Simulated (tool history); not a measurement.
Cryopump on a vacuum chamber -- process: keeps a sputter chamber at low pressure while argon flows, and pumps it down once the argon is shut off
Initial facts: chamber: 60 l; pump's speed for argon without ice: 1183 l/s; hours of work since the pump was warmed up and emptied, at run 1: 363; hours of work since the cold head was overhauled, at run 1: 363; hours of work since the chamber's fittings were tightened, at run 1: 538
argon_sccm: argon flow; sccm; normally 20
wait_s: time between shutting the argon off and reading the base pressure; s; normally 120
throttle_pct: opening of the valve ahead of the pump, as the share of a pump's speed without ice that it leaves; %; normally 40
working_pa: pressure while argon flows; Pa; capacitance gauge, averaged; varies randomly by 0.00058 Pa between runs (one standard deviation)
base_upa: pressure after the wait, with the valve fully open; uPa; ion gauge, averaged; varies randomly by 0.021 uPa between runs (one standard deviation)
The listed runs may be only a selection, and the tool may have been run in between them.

| run | hour | argon_sccm | wait_s | throttle_pct | hours of work since the pump was warmed up and emptied | hours of work since the cold head was overhauled | hours of work since the chamber's fittings were tightened | working_pa | base_upa |
|---|---|---|---|---|---|---|---|---|---|
| 1 | 0.0 | 20 | 120 | 40 | 363 | 363 | 538 | 0.0794 | 1.65 |
| 2 | 10.6 | 20 | 120 | 40 | 368 | 368 | 544 | 0.0799 | 1.73 |
| 3 | 19.0 | 20 | 120 | 22 | 372 | 372 | 548 | 0.1360 | 1.70 |
| 4 | 27.6 | 20 | 120 | 22 | 377 | 377 | 552 | 0.1378 | 1.74 |
| 5 | 36.5 | 20 | 120 | 22 | 381 | 381 | 557 | 0.1377 | 1.74 |
| 6 | 54.9 | 9 | 120 | 22 | 391 | 391 | 566 | 0.0619 | 1.77 |
| 7 | 73.4 | 20 | 120 | 40 | 400 | 400 | 575 | 0.0800 | 1.76 |
| 8 | 90.9 | 20 | 120 | 40 | 409 | 409 | 584 | 0.0806 | 1.82 |
| 9 | 100.0 | 20 | 120 | 40 | 413 | 413 | 589 | 0.0798 | 1.91 |
|  | 116.7 | pump warmed up, emptied and cooled again |
| 10 | 116.7 | 30 | 120 | 40 | 0 | 419 | 595 | 0.1078 | 1.54 |
| 11 | 129.9 | 25 | 120 | 40 | 7 | 426 | 601 | 0.0894 | 1.49 |
| 12 | 141.5 | 25 | 120 | 40 | 13 | 432 | 607 | 0.0901 | 1.55 |
| 13 | 154.0 | 9 | 120 | 40 | 19 | 438 | 614 | 0.0324 | 1.52 |
| 14 | 170.0 | 20 | 120 | 24 | 27 | 446 | 622 | 0.1206 | 1.58 |
| 15 | 178.1 | 20 | 20 | 24 | 31 | 450 | 626 | 0.1200 | 2.90 |
| 16 | 194.9 | 20 | 20 | 24 | 40 | 459 | 634 | 0.1188 | 2.87 |
| 17 | 204.7 | 20 | 294 | 40 | 45 | 464 | 639 | 0.0727 | 1.46 |
| 18 | 222.1 | 20 | 49 | 28 | 53 | 473 | 648 | 0.1037 | 2.01 |
| 19 | 234.4 | 32 | 49 | 19 | 60 | 479 | 654 | 0.2429 | 2.00 |
| 20 | 244.3 | 34 | 41 | 19 | 65 | 484 | 659 | 0.2586 | 2.16 |
| 21 | 264.0 | 34 | 41 | 19 | 75 | 494 | 669 | 0.2573 | 2.12 |
| 22 | 281.3 | 11 | 233 | 30 | 83 | 503 | 678 | 0.0530 | 1.61 |
| 23 | 300.2 | 11 | 233 | 30 | 93 | 512 | 688 | 0.0527 | 1.61 |
| 24 | 311.0 | 13 | 233 | 16 | 98 | 518 | 693 | 0.1188 | 1.60 |
| 25 | 325.1 | 13 | 233 | 16 | 106 | 525 | 700 | 0.1171 | 1.67 |
| 26 | 343.0 | 22 | 153 | 40 | 115 | 534 | 709 | 0.0818 | 1.81 |
| 27 | 356.3 | 14 | 120 | 40 | 121 | 541 | 716 | 0.0527 | 1.85 |
| 28 | 372.6 | 29 | 273 | 19 | 130 | 549 | 724 | 0.2221 | 1.64 |
| 29 | 382.0 | 29 | 273 | 19 | 134 | 554 | 729 | 0.2225 | 1.69 |
| 30 | 390.0 | 13 | 62 | 16 | 138 | 558 | 733 | 0.1185 | 2.11 |
| 31 | 409.0 | 19 | 120 | 23 | 148 | 567 | 743 | 0.1215 | 1.87 |
| 32 | 426.9 | 19 | 120 | 23 | 157 | 576 | 752 | 0.1216 | 1.94 |
| 33 | 445.2 | 19 | 120 | 23 | 166 | 586 | 761 | 0.1216 | 1.90 |
| 34 | 455.4 | 22 | 50 | 56 | 172 | 591 | 766 | 0.0601 | 2.36 |

4 ways to go on from here, each from the tool as it stands after run 34. What would each give?
| A | 474.7 | 22 | 61 | 36 | 181 | 601 | 776 | ? | ? |
| B | 474.7 | 22 | 35 | 56 | 181 | 601 | 776 | ? | ? |
| C | 474.7 | 20 | 25 | 40 | 181 | 601 | 776 | ? | ? |
| D | 474.7 | 11 | 26 | 18 | 181 | 601 | 776 | ? | ? |

| run | working_pa | base_upa |
|---|---|---|
| A | 0.0927 | 2.22 |
| B | 0.0593 | 2.53 |
| C | 0.0750 | 2.94 |
| D | 0.0902 | 2.81 |
With the hidden condition removed and each run's random variation left untouched, the same runs would have given:
| run | working_pa | base_upa |
|---|---|---|
| A | 0.0880 | 0.75 |
| B | 0.0547 | 1.08 |
| C | 0.0709 | 1.44 |
| D | 0.0879 | 1.36 |
